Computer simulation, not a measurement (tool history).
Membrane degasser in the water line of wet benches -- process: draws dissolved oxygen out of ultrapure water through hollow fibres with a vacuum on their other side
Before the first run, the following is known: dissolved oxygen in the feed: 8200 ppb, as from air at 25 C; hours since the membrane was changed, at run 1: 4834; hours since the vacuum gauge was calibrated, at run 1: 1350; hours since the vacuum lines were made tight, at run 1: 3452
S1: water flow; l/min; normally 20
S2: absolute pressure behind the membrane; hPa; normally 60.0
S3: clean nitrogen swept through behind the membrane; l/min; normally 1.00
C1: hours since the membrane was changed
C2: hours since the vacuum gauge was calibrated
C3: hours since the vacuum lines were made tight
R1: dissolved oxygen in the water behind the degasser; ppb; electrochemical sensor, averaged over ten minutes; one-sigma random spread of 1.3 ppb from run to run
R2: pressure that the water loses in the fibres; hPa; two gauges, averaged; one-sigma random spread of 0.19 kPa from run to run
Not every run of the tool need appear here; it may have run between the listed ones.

run    hour  S1     S2    S3    C1    C2    C3      R1     R2
  1     0.0  20   60.0  1.00  4834  1350  3452   130.7  415.1
  2   129.2  20   60.0  1.00  4964  1479  3581   132.2  414.3
  3   208.7  20   60.0  1.00  5043  1559  3661   132.4  420.0
  4   278.0  20   60.0  1.00  5112  1628  3730   130.3  414.5
  5   386.1  20   60.0  1.00  5220  1736  3838   133.0  416.2
  6   488.7  20   62.3  1.00  5323  1839  3941   144.8  420.0
  7   556.5  20   62.3  1.00  5391  1907  4009   142.7  420.7
  8   628.8  20   62.3  1.00  5463  1979  4081   144.1  415.3
  9   750.7  20   62.3  1.00  5585  2101  4203   141.5  417.8
 10   858.1  20   62.3  1.00  5692  2208  4310   142.3  420.7
      865.5  -- vacuum gauge calibrated
 11   974.1  20   62.3  1.00  5808   109  4426   144.0  417.7
 12  1056.4  20   60.0  1.00  5890   191  4508   135.0  417.2
 13  1167.3  20   60.0  1.00  6001   302  4619   137.0  420.7
 14  1263.4  20   60.0  1.00  6097   398  4715   132.2  418.2
 15  1387.8  20   60.0  0.51  6222   522  4839   232.2  415.1
     1404.4  -- vacuum gauge calibrated, once more
 16  1462.5  20   60.0  0.51  6296    58  4914   223.9  418.6
 17  1549.1  23  147.1  2.13  6382   145  5000   293.4  482.4
 18  1651.8  23  147.1  1.74  6485   247  5103   350.5  479.5
 19  1746.0  30  114.0  1.00  6579   342  5197   509.5  625.1
 20  1806.2  30  114.0  1.00  6640   402  5257   515.8  628.6
 21  1867.0  30  137.8  0.55  6700   463  5318  1006.1  631.9
 22  1976.9  12  114.0  1.09  6810   572  5428   215.4  252.2
 23  2106.9  15   66.3  0.53  6940   702  5558   209.1  313.5
 24  2199.6  15   43.7  0.53  7033   795  5651    78.5  313.1
 25  2270.0  15   43.7  0.53  7103   866  5721    78.5  316.2
 26  2385.9  15  102.9  0.53  7219   981  5837   420.0  316.6
 27  2484.1  15  102.9  0.53  7317  1080  5935   421.1  315.9
 28  2580.7  26   70.7  2.24  7414  1176  6032   119.4  546.2
 29  2638.4  22   44.4  1.00  7472  1234  6090    74.0  468.0
 30  2769.2  20   42.1  2.94  7603  1365  6220    24.7  420.2
 31  2823.1  20   60.0  1.92  7656  1419  6274    79.0  420.1

Take each entry between the runs: how does the hidden state at the last listed run before it differ from the hidden state at the first listed run after it?
From run 10 to run 11: vacuum gauge calibrated (hour 865.5)
  true pressure behind the membrane over the reading, kPa: 0.08 -> 0.12; air that leaks in behind the membrane, l/min: 0.0042 -> 0.0043
  the result without the hidden state subtracted from the measured one, R1: +4.5 -> +6.3 ppb; R2: +9.5 -> +9.6 hPa
From run 15 to run 16: vacuum gauge calibrated, once more (hour 1404.4)
  true pressure behind the membrane over the reading, kPa: 0.14 -> 0.05; air that leaks in behind the membrane, l/min: 0.0045 -> 0.0046
  the result without the hidden state subtracted from the measured one, R1: +11.4 -> +4.7 ppb; R2: +10.4 -> +10.6 hPa

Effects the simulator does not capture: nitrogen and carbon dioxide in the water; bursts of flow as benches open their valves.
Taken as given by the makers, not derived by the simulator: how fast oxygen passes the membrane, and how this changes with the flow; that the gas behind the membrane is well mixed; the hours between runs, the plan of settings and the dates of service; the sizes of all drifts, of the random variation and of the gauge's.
